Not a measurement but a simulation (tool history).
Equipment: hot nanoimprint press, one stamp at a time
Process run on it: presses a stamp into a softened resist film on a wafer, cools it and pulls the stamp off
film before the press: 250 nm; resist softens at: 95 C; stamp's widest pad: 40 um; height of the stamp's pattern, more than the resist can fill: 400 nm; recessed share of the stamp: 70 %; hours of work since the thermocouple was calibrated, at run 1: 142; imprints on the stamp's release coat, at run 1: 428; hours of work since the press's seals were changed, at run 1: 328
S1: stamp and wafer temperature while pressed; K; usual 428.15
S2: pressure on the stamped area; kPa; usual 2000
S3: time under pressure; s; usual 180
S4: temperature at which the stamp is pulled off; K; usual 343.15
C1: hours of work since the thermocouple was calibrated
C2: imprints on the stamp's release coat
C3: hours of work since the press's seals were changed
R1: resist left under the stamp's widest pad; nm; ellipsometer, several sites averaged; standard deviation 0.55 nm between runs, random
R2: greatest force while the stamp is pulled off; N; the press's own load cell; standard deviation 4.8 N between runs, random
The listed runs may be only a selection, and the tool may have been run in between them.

{"run": 1, "hour": 0.0, "S1": 428.15, "S2": 2000, "S3": 180, "S4": 343.15, "C1": 142, "C2": 428, "C3": 328, "R1": 117.1, "R2": 267}
{"run": 2, "hour": 37.3, "S1": 428.15, "S2": 2000, "S3": 180, "S4": 343.15, "C1": 165, "C2": 563, "C3": 352, "R1": 117.3, "R2": 288}
{"run": 3, "hour": 92.7, "S1": 428.15, "S2": 2000, "S3": 180, "S4": 343.15, "C1": 200, "C2": 765, "C3": 387, "R1": 118.3, "R2": 295}
{"run": 4, "hour": 152.9, "S1": 428.15, "S2": 2000, "S3": 180, "S4": 331.15, "C1": 238, "C2": 983, "C3": 425, "R1": 118.8, "R2": 364}
{"run": 5, "hour": 239.4, "S1": 428.15, "S2": 2000, "S3": 180, "S4": 340.15, "C1": 293, "C2": 1298, "C3": 480, "R1": 119.9, "R2": 363}
{"run": 6, "hour": 300.0, "S1": 428.15, "S2": 2000, "S3": 180, "S4": 340.15, "C1": 332, "C2": 1518, "C3": 518, "R1": 122.7, "R2": 370}
{"hour": 314.4, "done": "stamp cleaned and given a new release coat"}
{"run": 7, "hour": 366.7, "S1": 428.15, "S2": 2000, "S3": 180, "S4": 343.15, "C1": 370, "C2": 190, "C3": 556, "R1": 122.8, "R2": 250}
{"run": 8, "hour": 411.8, "S1": 428.15, "S2": 2000, "S3": 180, "S4": 343.15, "C1": 398, "C2": 354, "C3": 585, "R1": 122.9, "R2": 262}
{"hour": 432.9, "done": "plate thermocouple calibrated"}
{"run": 9, "hour": 460.4, "S1": 428.15, "S2": 1470, "S3": 180, "S4": 332.15, "C1": 17, "C2": 520, "C3": 614, "R1": 142, "R2": 322}
{"run": 10, "hour": 520.4, "S1": 428.15, "S2": 1470, "S3": 180, "S4": 332.15, "C1": 55, "C2": 737, "C3": 652, "R1": 141.8, "R2": 367}
{"run": 11, "hour": 558.3, "S1": 425.15, "S2": 2890, "S3": 213, "S4": 332.15, "C1": 79, "C2": 875, "C3": 676, "R1": 122.7, "R2": 362}
{"run": 12, "hour": 596.5, "S1": 421.15, "S2": 2450, "S3": 166, "S4": 337.15, "C1": 103, "C2": 1014, "C3": 700, "R1": 175.3, "R2": 355}
{"run": 13, "hour": 660.5, "S1": 421.15, "S2": 2450, "S3": 166, "S4": 337.15, "C1": 144, "C2": 1246, "C3": 740, "R1": 177.4, "R2": 363}
{"run": 14, "hour": 701.1, "S1": 432.15, "S2": 2450, "S3": 166, "S4": 337.15, "C1": 170, "C2": 1394, "C3": 766, "R1": 94.8, "R2": 390}
{"hour": 740.4, "done": "press's hydraulic seals changed and the load cell set to zero"}
{"hour": 758.8, "done": "stamp cleaned and given a new release coat"}
{"run": 15, "hour": 765.2, "S1": 432.15, "S2": 2450, "S3": 166, "S4": 337.15, "C1": 201, "C2": 23, "C3": 12, "R1": 91.9, "R2": 267}

Consider 5 possible next runs. They are alternatives, not a sequence: every one starts from the tool as it was left by run 15. What does each give?
{"run": "A", "hour": 849.8, "S1": 440.15, "S2": 2450, "S3": 166, "S4": 338.15, "C1": 255, "C2": 330, "C3": 65, "R1": "?", "R2": "?"}
{"run": "B", "hour": 849.8, "S1": 420.15, "S2": 2300, "S3": 166, "S4": 337.15, "C1": 255, "C2": 330, "C3": 65, "R1": "?", "R2": "?"}
{"run": "C", "hour": 849.8, "S1": 429.15, "S2": 1380, "S3": 180, "S4": 332.15, "C1": 255, "C2": 330, "C3": 65, "R1": "?", "R2": "?"}
{"run": "D", "hour": 849.8, "S1": 421.15, "S2": 2450, "S3": 123, "S4": 349.15, "C1": 255, "C2": 330, "C3": 65, "R1": "?", "R2": "?"}
{"run": "E", "hour": 849.8, "S1": 417.15, "S2": 2450, "S3": 92, "S4": 349.15, "C1": 255, "C2": 330, "C3": 65, "R1": "?", "R2": "?"}

run=A R1=56.1 R2=291
run=B R1=187.1 R2=287
run=C R1=140.5 R2=312
run=D R1=188.1 R2=236
run=E R1=223.8 R2=244
Without the tool's hidden state the same runs would have given:
run=A R1=50.3 R2=255
run=B R1=172.9 R2=252
run=C R1=127.3 R2=274
run=D R1=174.1 R2=206
run=E R1=214.6 R2=213
